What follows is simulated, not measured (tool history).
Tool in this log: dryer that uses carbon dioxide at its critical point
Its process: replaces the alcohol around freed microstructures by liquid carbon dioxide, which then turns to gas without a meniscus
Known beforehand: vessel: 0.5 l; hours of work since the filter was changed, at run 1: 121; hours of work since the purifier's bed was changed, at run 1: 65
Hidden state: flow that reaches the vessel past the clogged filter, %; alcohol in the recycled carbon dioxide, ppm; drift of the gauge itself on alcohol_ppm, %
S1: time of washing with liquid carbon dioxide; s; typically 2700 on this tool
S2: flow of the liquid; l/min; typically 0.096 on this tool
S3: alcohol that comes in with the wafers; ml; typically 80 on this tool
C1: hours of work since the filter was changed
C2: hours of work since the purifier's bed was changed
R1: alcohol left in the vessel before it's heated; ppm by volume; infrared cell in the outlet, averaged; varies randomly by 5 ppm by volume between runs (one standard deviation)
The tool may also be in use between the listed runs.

run	day	S1	S2	S3	C1	C2	R1
1	0	2700	0.096	80	121	65	85
2	1.042	2700	0.096	80	140	84	94
3	2.412	2700	0.096	80	165	109	99
4	3.688	2700	0.096	80	187	131	122
5	4.483	2700	0.0812	80	202	146	294
6	5.546	2700	0.0812	80	221	165	326
7	6.708	2700	0.0812	80	242	186	352
8	7.812	2700	0.096	80	261	206	174
9	9.125	2700	0.096	80	285	229	176
10	10.512	2700	0.1139	80	310	254	112
# day 10.8: inlet filter changed
11	11.542	2700	0.1139	80	13	272	102
12	12.9	2700	0.1139	80	38	296	102
13	14.179	3780	0.096	80	61	319	115
14	14.825	2700	0.096	80	72	331	150
15	16.046	2700	0.096	80	94	353	168
16	17.346	2700	0.1314	80	117	376	130
17	18.521	2700	0.096	80	139	397	189
18	19.646	2700	0.096	80	159	417	205
19	20.788	2700	0.096	80	179	438	218
20	22.071	2700	0.096	80	202	461	230
21	23.475	2700	0.096	80	227	486	250
22	24.65	2700	0.096	80	249	507	266
23	25.533	2700	0.096	80	264	523	293
24	26.258	2700	0.096	80	277	536	284
25	27.217	2580	0.1279	64	295	553	203
26	27.817	2700	0.062	95	305	564	1994
# day 28.354: inlet filter changed
27	28.842	3360	0.096	27	9	581	193
28	29.596	3360	0.096	27	22	595	202
29	30.496	3360	0.0598	26	38	611	270
30	31.238	3360	0.0598	26	52	624	294
31	32.142	3900	0.1129	52	68	641	205
32	32.817	2700	0.0689	86	80	653	716
33	33.792	2700	0.0809	96	98	670	443
# day 34.079: purifier's bed changed
34	34.662	1980	0.1204	22	111	11	37
35	36.142	2520	0.1204	22	138	37	23
36	36.788	2040	0.0776	64	149	49	1058
37	37.433	1740	0.1405	67	161	60	126
38	38.379	1740	0.1294	67	178	77	195
39	39.321	2700	0.1449	80	195	94	46
40	40.062	3480	0.096	80	208	107	45
41	41.442	3120	0.096	89	233	132	84
42	42.175	3120	0.096	89	246	145	85
43	42.975	3120	0.096	89	260	160	82
44	43.671	2520	0.0849	46	273	172	278
45	45.038	2520	0.0849	46	297	197	317
# day 46.033: inlet filter changed
46	46.55	2520	0.0849	23	9	223	121
47	47.662	2520	0.0849	23	29	243	120

What if the next run were any one of these 4? Each begins from the tool's condition after run 47:
A	49.154	2520	0.0716	23	56	270	?
B	49.154	3240	0.1254	104	56	270	?
C	49.154	2520	0.0849	76	56	270	?
D	49.154	2700	0.1532	107	56	270	?

run	R1
A	238
B	93
C	256
D	93
Stripped of hidden state, with their random variation kept, the same runs would have yielded:
run	R1
A	126
B	9
C	135
D	7
